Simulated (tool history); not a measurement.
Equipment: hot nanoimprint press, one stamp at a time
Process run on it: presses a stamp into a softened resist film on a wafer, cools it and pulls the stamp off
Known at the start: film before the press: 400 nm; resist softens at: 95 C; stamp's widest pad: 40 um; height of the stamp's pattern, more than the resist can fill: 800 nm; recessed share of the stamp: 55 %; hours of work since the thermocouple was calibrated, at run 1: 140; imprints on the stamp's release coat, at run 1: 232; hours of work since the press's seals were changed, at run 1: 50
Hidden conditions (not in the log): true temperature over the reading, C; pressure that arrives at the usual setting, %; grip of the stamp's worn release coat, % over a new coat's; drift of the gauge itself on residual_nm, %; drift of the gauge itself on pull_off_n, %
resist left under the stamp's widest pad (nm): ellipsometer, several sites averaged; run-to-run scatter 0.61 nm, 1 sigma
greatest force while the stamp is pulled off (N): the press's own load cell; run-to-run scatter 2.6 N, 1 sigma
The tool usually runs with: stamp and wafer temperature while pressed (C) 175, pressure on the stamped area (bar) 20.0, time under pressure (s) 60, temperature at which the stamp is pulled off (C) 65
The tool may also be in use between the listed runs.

| run | day | stamp and wafer temperature while pressed (C) | pressure on the stamped area (bar) | time under pressure (s) | temperature at which the stamp is pulled off (C) | hours of work since the thermocouple was calibrated | imprints on the stamp's release coat | hours of work since the press's seals were changed | resist left under the stamp's widest pad (nm) | greatest force while the stamp is pulled off (N) |
|---|---|---|---|---|---|---|---|---|---|---|
| 1 | 0.000 | 175 | 20.0 | 60 | 65 | 140 | 232 | 50 | 213.2 | 145 |
| 2 | 0.700 | 175 | 20.0 | 60 | 65 | 148 | 257 | 57 | 213.8 | 145 |
| 3 | 2.000 | 175 | 20.0 | 60 | 65 | 161 | 303 | 70 | 214.3 | 146 |
| 4 | 3.138 | 175 | 20.0 | 60 | 65 | 173 | 343 | 82 | 214.8 | 145 |
| 5 | 3.950 | 175 | 20.0 | 60 | 65 | 181 | 372 | 91 | 214.6 | 152 |
| 6 | 5.192 | 175 | 20.0 | 60 | 65 | 194 | 416 | 103 | 215.0 | 142 |
| 7 | 6.208 | 175 | 20.0 | 60 | 65 | 205 | 452 | 114 | 215.1 | 145 |
| 8 | 6.979 | 175 | 20.7 | 60 | 65 | 213 | 480 | 122 | 213.5 | 145 |
| 9 | 8.104 | 175 | 20.0 | 60 | 65 | 225 | 520 | 134 | 217.2 | 147 |
| 10 | 9.183 | 175 | 17.8 | 60 | 65 | 236 | 558 | 145 | 224.5 | 148 |
|  | 10.242 | stamp cleaned and given a new release coat |
| 11 | 10.712 | 175 | 17.8 | 60 | 65 | 249 | 16 | 158 | 226.5 | 143 |
| 12 | 11.621 | 175 | 17.8 | 73 | 65 | 258 | 49 | 168 | 211.3 | 148 |
| 13 | 12.696 | 175 | 20.0 | 35 | 65 | 270 | 87 | 179 | 258.7 | 142 |
| 14 | 13.879 | 175 | 20.0 | 35 | 65 | 282 | 129 | 191 | 260.5 | 144 |
| 15 | 15.062 | 175 | 23.5 | 35 | 65 | 294 | 171 | 203 | 246.5 | 144 |
| 16 | 16.262 | 175 | 23.5 | 35 | 65 | 307 | 214 | 216 | 246.1 | 147 |
| 17 | 17.462 | 163 | 23.5 | 75 | 65 | 319 | 256 | 228 | 256.7 | 142 |
| 18 | 18.646 | 185 | 28.8 | 62 | 65 | 331 | 298 | 240 | 144.8 | 142 |
| 19 | 19.883 | 179 | 13.2 | 78 | 73 | 344 | 342 | 253 | 211.5 | 112 |
| 20 | 20.754 | 179 | 13.2 | 78 | 73 | 353 | 373 | 262 | 210.4 | 109 |
|  | 20.825 | gauge calibrated |
| 21 | 21.600 | 179 | 13.2 | 78 | 71 | 362 | 403 | 271 | 206.8 | 124 |
| 22 | 22.692 | 179 | 16.1 | 78 | 71 | 373 | 442 | 282 | 191.9 | 122 |
| 23 | 23.454 | 166 | 25.2 | 98 | 59 | 381 | 469 | 290 | 208.0 | 169 |
| 24 | 24.071 | 175 | 15.9 | 83 | 65 | 388 | 491 | 297 | 207.7 | 147 |
| 25 | 24.842 | 175 | 15.9 | 119 | 65 | 396 | 518 | 305 | 181.6 | 146 |
| 26 | 25.367 | 169 | 15.9 | 119 | 72 | 401 | 537 | 310 | 211.3 | 112 |
| 27 | 26.038 | 169 | 15.9 | 45 | 52 | 408 | 561 | 317 | 285.5 | 204 |
|  | 27.071 | stamp cleaned and given a new release coat |
| 28 | 27.142 | 169 | 15.9 | 47 | 64 | 417 | 2 | 326 | 282.6 | 143 |

Branching from run 28: 3 alternative next runs. What would each branch give?
| A | 28.142 | 173 | 12.7 | 47 | 65 | 427 | 38 | 336 | ? | ? |
| B | 28.142 | 175 | 28.5 | 44 | 57 | 427 | 38 | 336 | ? | ? |
| C | 28.142 | 175 | 25.2 | 44 | 65 | 427 | 38 | 336 | ? | ? |

| run | resist left under the stamp's widest pad (nm) | greatest force while the stamp is pulled off (N) |
|---|---|---|
| A | 279.2 | 150 |
| B | 211.6 | 172 |
| C | 220.6 | 147 |
The same runs, with their run-to-run variation unchanged, on a tool lacking any hidden condition would have given:
| run | resist left under the stamp's widest pad (nm) | greatest force while the stamp is pulled off (N) |
|---|---|---|
| A | 277.1 | 150 |
| B | 210.1 | 172 |
| C | 219.0 | 147 |
